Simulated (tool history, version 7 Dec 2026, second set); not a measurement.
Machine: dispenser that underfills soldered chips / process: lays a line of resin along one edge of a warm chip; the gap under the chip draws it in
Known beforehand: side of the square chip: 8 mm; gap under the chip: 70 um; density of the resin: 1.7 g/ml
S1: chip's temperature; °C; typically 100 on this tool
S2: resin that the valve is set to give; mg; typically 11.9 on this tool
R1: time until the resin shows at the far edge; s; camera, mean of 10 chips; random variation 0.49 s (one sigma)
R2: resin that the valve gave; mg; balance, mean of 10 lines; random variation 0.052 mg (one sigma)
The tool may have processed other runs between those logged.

run   hour   S1    S2    R1     R2
  1      0  100  11.9  49.5  11.56
         1  -- new syringe of resin
  2    5.8  100  12.2  45.3  11.86
       9.1  -- new syringe of resin
  3   12.5  114  12.2  25.7  11.76
      17.3  -- new syringe of resin
  4   20.4  102  12.2  37.9  11.83
      25.5  -- new syringe of resin
  5   29.1  100  10.5  42.4  10.05
      33.7  -- new syringe of resin
  6   36.8  100  10.5  42.2  10.07
      42.4  -- new syringe of resin
  7   42.4  100  11.9  36.1  11.33
  8   48.5  100  11.9  46.8  11.33
      50.6  -- new syringe of resin
  9   53.8  100  11.9  40.8  11.35
      58.9  -- new syringe of resin
 10   61.1  100  11.9  41.5  11.28
 11   65.8   90  11.9  72.7   11.3
      67.6  -- new syringe of resin
      75.8  -- new syringe of resin
 12   75.8   90  11.9  54.7  11.24
      84.4  -- new syringe of resin
 13   85.2  100  11.9  37.9  11.21
 14   90.7  100  11.9  48.1  11.09
      93.1  -- new syringe of resin
 15   98.3  100  11.9  46.5  11.06
     101.7  -- new syringe of resin
 16  102.7   95  11.9  45.3  11.07
 17  107.8   91  13.2  65.3  12.26
     110.3  -- new syringe of resin
 18  112.9  110  12.6  28.1  11.66
     118.9  -- new syringe of resin
 19  121.9  102    12  38.4     11
     127.1  -- new syringe of resin
     130.7  -- dispensing valve cleaned and set on the balance
 20  131.4  101  12.4  39.7  12.51
     136.6  -- new syringe of resin
 21  136.9  105  11.6    30  11.62
     144.9  -- new syringe of resin
 22  146.5  103  13.4  32.5   13.3
     153.2  -- new syringe of resin
 23  153.2  108  10.9    27  10.83
 24    159  112  11.7  30.7  11.55
     161.6  -- new syringe of resin
 25  168.3   95  13.4  56.6   13.2
     169.8  -- new syringe of resin
 26  177.3   86  14.1  84.3  13.84
     178.2  -- new syringe of resin
 27  183.5  111  13.6  29.4  13.35
       187  -- new syringe of resin
 28  189.5  111  13.6  26.6  13.31
 29  193.6  111  13.6    32  13.34
     195.2  -- new syringe of resin
 30  197.9  114  12.9  23.9  12.49
     203.3  -- new syringe of resin
 31    207   86  14.8  68.6  14.23

The next listed run, before its measurement:
     211.9  -- new syringe of resin
 32  211.9  86  14.8   ?   ?

{"run 32": {"R1": 61.2, "R2": 14.3}}
With no hidden state in the tool, this same run would have given R1 66 s, R2 14.81 mg.
